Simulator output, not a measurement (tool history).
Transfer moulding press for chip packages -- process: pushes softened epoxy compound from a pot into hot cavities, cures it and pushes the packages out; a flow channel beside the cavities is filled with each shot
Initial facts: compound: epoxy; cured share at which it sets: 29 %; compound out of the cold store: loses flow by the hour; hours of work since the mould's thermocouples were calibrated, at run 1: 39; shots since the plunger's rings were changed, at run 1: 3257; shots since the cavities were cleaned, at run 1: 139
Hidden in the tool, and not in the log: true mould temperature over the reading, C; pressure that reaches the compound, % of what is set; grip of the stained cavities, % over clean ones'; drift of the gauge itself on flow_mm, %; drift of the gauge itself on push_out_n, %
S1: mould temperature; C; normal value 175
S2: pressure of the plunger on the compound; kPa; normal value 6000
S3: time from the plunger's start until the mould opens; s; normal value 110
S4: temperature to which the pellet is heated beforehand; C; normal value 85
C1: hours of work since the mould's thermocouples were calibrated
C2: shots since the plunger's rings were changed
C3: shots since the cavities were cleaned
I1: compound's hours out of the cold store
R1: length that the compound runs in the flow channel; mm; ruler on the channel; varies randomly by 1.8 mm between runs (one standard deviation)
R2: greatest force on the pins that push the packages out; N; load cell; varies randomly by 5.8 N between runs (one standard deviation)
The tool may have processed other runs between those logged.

| run | hour | S1 | S2 | S3 | S4 | C1 | C2 | C3 | I1 | R1 | R2 |
|---|---|---|---|---|---|---|---|---|---|---|---|
| 1 | 0.0 | 175 | 6000 | 110 | 85 | 39 | 3257 | 139 | 33.8 | 491 | 267 |
| 2 | 9.2 | 175 | 6000 | 110 | 85 | 43 | 3322 | 204 | 25.8 | 502 | 310 |
| 3 | 17.1 | 175 | 6000 | 110 | 85 | 46 | 3378 | 260 | 42.8 | 476 | 305 |
| 4 | 27.0 | 175 | 6000 | 110 | 85 | 50 | 3448 | 330 | 9.1 | 523 | 334 |
| 5 | 33.2 | 179 | 6000 | 110 | 85 | 53 | 3492 | 374 | 14.1 | 507 | 309 |
|  | 38.8 | cavities cleaned with cleaning compound and waxed |
| 6 | 40.7 | 179 | 5650 | 110 | 85 | 56 | 3534 | 13 | 10.2 | 494 | 208 |
| 7 | 44.8 | 179 | 5650 | 97 | 85 | 57 | 3563 | 42 | 45.2 | 452 | 233 |
| 8 | 49.0 | 179 | 5650 | 97 | 85 | 59 | 3593 | 72 | 32.6 | 465 | 252 |
| 9 | 58.6 | 179 | 5650 | 97 | 77 | 63 | 3660 | 139 | 30.7 | 467 | 286 |
| 10 | 67.9 | 173 | 5530 | 147 | 94 | 67 | 3726 | 205 | 13.1 | 495 | 252 |
| 11 | 75.4 | 170 | 6000 | 110 | 85 | 71 | 3779 | 258 | 15.1 | 519 | 438 |
| 12 | 83.8 | 170 | 6000 | 110 | 78 | 74 | 3838 | 317 | 13.0 | 524 | 454 |
| 13 | 92.1 | 175 | 5400 | 95 | 86 | 78 | 3897 | 376 | 33.2 | 459 | 442 |
|  | 97.8 | cavities cleaned with cleaning compound and waxed |
| 14 | 99.6 | 175 | 6000 | 124 | 93 | 80 | 3939 | 12 | 40.3 | 473 | 198 |
| 15 | 105.7 | 172 | 6000 | 93 | 83 | 83 | 3983 | 56 | 43.0 | 475 | 381 |
| 16 | 111.7 | 175 | 6000 | 93 | 80 | 86 | 4025 | 98 | 35.5 | 480 | 361 |

For run 17, what comes out?
| 17 | 117.1 | 175 | 6000 | 93 | 80 | 88 | 4063 | 136 | 48.0 | ? | ? |

R1: 463 mm
R2: 340 N
Take away the tool's hidden state, keep the run-to-run variation as it was, and the same run would have given R1 492 mm, R2 255 N.
